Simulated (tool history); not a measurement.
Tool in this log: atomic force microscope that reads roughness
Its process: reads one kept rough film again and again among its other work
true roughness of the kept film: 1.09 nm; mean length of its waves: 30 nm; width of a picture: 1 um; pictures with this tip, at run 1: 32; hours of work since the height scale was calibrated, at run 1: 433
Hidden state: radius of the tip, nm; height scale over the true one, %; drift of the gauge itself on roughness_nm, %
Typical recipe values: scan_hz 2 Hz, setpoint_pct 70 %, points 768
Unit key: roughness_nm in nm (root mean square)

run	hour	scan_hz	setpoint_pct	points	pictures with this tip	hours of work since the height scale was calibrated	roughness_nm
1	0	2	70	768	32	433	0.975
2	26.9	2	70	768	72	451	0.957
3	68.2	2	70	768	134	478	0.958
4	102	2	70	323	185	499	0.941
# hour 120.9: new tip fitted
5	153.8	2	70	323	49	533	0.973
6	182.7	2	70	323	92	551	0.945
7	210.7	2	70	288	134	569	0.952
8	243.4	2	70	288	184	590	0.937
# hour 264.3: new tip fitted
9	291	2	70	288	40	621	0.955
10	319.8	2	70	288	83	639	0.944
11	348.8	2	70	768	127	658	0.965
12	389	2	70	768	187	684	0.944
# hour 409.7: new tip fitted
13	425.9	2	56	768	24	708	1.013
14	480.6	2	56	768	106	743	0.993
15	513.2	2	56	563	155	764	0.998
16	548.9	2	56	563	209	787	0.974
# hour 552.1: new tip fitted
# hour 553.1: height scale calibrated on a step standard
17	597.2	2	56	563	66	29	1.008
18	627.8	2	79	563	112	48	0.927
19	689.2	2.39	76	290	204	88	0.891
# hour 696.9: height scale calibrated on a step standard, once more
# hour 697.4: new tip fitted
20	728.2	2.39	76	290	46	20	0.925
21	753.2	0.77	84	360	84	36	0.969
22	784.8	2.83	70	360	131	56	0.933
23	818.2	0.75	76	550	181	78	0.966
# hour 840.6: new tip fitted
24	872.9	1.48	70	768	49	113	0.986
25	921.9	1.48	70	768	122	145	0.983
26	964.1	2.28	58	409	185	172	0.965
# hour 986.6: new tip fitted
27	1021.7	2.46	70	996	53	209	0.967
28	1077.6	2	81	844	137	245	0.917
29	1112.8	0.51	81	618	190	268	0.983
# hour 1131.9: new tip fitted
30	1161.2	0.51	81	618	44	299	1.008
31	1186.3	0.51	81	618	81	315	1.009
32	1225.4	2	58	768	140	340	1.001
# hour 1275.8: new tip fitted
33	1283.7	2	58	768	12	378	1.014
34	1323.6	2	58	768	71	403	1.01
35	1362.6	1.34	76	662	130	429	0.968
36	1394.9	1.34	76	662	178	449	0.956

3 ways to go on from here, each from the tool as it stands after run 36. What would each give?
# hour 1420.6: new tip fitted
A	1424.5	0.78	61	768	6	468	?
# hour 1420.6: new tip fitted
B	1424.5	1.59	70	768	6	468	?
# hour 1420.6: new tip fitted
C	1424.5	1.95	55	294	6	468	?

run	roughness_nm
A	1.038
B	0.996
C	1.019
Had the tool no hidden state, the same runs would have come out as:
run	roughness_nm
A	1.043
B	1.001
C	1.023
